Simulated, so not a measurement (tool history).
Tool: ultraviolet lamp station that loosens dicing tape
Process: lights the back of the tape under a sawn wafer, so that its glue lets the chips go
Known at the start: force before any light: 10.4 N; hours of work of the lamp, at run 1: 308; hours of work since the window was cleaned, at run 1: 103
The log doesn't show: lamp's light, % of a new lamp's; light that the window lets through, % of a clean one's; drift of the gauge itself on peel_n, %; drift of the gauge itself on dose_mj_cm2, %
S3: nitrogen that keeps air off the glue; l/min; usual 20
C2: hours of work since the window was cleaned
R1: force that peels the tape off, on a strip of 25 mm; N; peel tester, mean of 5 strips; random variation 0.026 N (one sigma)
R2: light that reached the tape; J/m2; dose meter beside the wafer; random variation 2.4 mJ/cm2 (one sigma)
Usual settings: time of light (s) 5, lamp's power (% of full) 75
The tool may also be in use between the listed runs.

{"run": 1, "hour": 0.0, "time of light (s)": 5, "lamp's power (% of full)": 75, "S3": 20, "hours of work of the lamp": 308, "C2": 103, "R1": 1.503, "R2": 2610}
{"run": 2, "hour": 11.1, "time of light (s)": 5, "lamp's power (% of full)": 75, "S3": 20, "hours of work of the lamp": 315, "C2": 109, "R1": 1.465, "R2": 2580}
{"run": 3, "hour": 25.4, "time of light (s)": 5, "lamp's power (% of full)": 75, "S3": 20, "hours of work of the lamp": 323, "C2": 118, "R1": 1.482, "R2": 2550}
{"run": 4, "hour": 34.1, "time of light (s)": 5, "lamp's power (% of full)": 93, "S3": 20, "hours of work of the lamp": 328, "C2": 123, "R1": 0.946, "R2": 3140}
{"run": 5, "hour": 49.5, "time of light (s)": 5, "lamp's power (% of full)": 93, "S3": 20, "hours of work of the lamp": 337, "C2": 132, "R1": 0.953, "R2": 3110}
{"run": 6, "hour": 62.3, "time of light (s)": 5, "lamp's power (% of full)": 93, "S3": 20, "hours of work of the lamp": 344, "C2": 139, "R1": 0.953, "R2": 3160}
{"run": 7, "hour": 74.8, "time of light (s)": 5, "lamp's power (% of full)": 75, "S3": 6, "hours of work of the lamp": 352, "C2": 146, "R1": 3.114, "R2": 2530}
{"run": 8, "hour": 90.2, "time of light (s)": 5, "lamp's power (% of full)": 92, "S3": 20, "hours of work of the lamp": 360, "C2": 155, "R1": 1.003, "R2": 3110}
{"run": 9, "hour": 97.5, "time of light (s)": 5, "lamp's power (% of full)": 92, "S3": 20, "hours of work of the lamp": 365, "C2": 159, "R1": 1.024, "R2": 3130}
{"run": 10, "hour": 105.6, "time of light (s)": 5, "lamp's power (% of full)": 92, "S3": 20, "hours of work of the lamp": 369, "C2": 164, "R1": 1.03, "R2": 3110}
{"run": 11, "hour": 115.1, "time of light (s)": 5, "lamp's power (% of full)": 92, "S3": 20, "hours of work of the lamp": 375, "C2": 170, "R1": 1.035, "R2": 3080}
{"run": 12, "hour": 124.0, "time of light (s)": 5, "lamp's power (% of full)": 92, "S3": 20, "hours of work of the lamp": 380, "C2": 175, "R1": 1.019, "R2": 3070}
{"run": 13, "hour": 138.2, "time of light (s)": 3, "lamp's power (% of full)": 75, "S3": 14, "hours of work of the lamp": 388, "C2": 183, "R1": 3.83, "R2": 1490}
{"run": 14, "hour": 149.0, "time of light (s)": 3, "lamp's power (% of full)": 75, "S3": 14, "hours of work of the lamp": 395, "C2": 189, "R1": 3.762, "R2": 1530}
{"run": 15, "hour": 156.7, "time of light (s)": 4, "lamp's power (% of full)": 99, "S3": 33, "hours of work of the lamp": 399, "C2": 194, "R1": 1.011, "R2": 2600}
{"run": 16, "hour": 168.1, "time of light (s)": 4, "lamp's power (% of full)": 99, "S3": 33, "hours of work of the lamp": 406, "C2": 200, "R1": 1.011, "R2": 2620}
{"run": 17, "hour": 181.8, "time of light (s)": 4, "lamp's power (% of full)": 99, "S3": 33, "hours of work of the lamp": 414, "C2": 208, "R1": 1.017, "R2": 2630}
{"run": 18, "hour": 191.3, "time of light (s)": 7, "lamp's power (% of full)": 76, "S3": 16, "hours of work of the lamp": 419, "C2": 214, "R1": 0.912, "R2": 3540}

5 ways to go on from here, each from the tool as it stands after run 18. What would each give?
{"run": "A", "hour": 205.9, "time of light (s)": 7, "lamp's power (% of full)": 76, "S3": 16, "hours of work of the lamp": 427, "C2": 222, "R1": "?", "R2": "?"}
{"run": "B", "hour": 205.9, "time of light (s)": 3, "lamp's power (% of full)": 75, "S3": 20, "hours of work of the lamp": 427, "C2": 222, "R1": "?", "R2": "?"}
{"run": "C", "hour": 205.9, "time of light (s)": 8, "lamp's power (% of full)": 87, "S3": 20, "hours of work of the lamp": 427, "C2": 222, "R1": "?", "R2": "?"}
{"run": "D", "hour": 205.9, "time of light (s)": 5, "lamp's power (% of full)": 77, "S3": 14, "hours of work of the lamp": 427, "C2": 222, "R1": "?", "R2": "?"}
{"run": "E", "hour": 205.9, "time of light (s)": 2, "lamp's power (% of full)": 91, "S3": 11, "hours of work of the lamp": 427, "C2": 222, "R1": "?", "R2": "?"}

run=A R1=0.948 R2=3520
run=B R1=3.309 R2=1500
run=C R1=0.393 R2=4610
run=D R1=1.898 R2=2570
run=E R1=5.087 R2=1220
Without the tool's hidden state the same runs would have given:
run=A R1=0.727 R2=3950
run=B R1=2.887 R2=1680
run=C R1=0.293 R2=5170
run=D R1=1.559 R2=2880
run=E R1=4.658 R2=1360
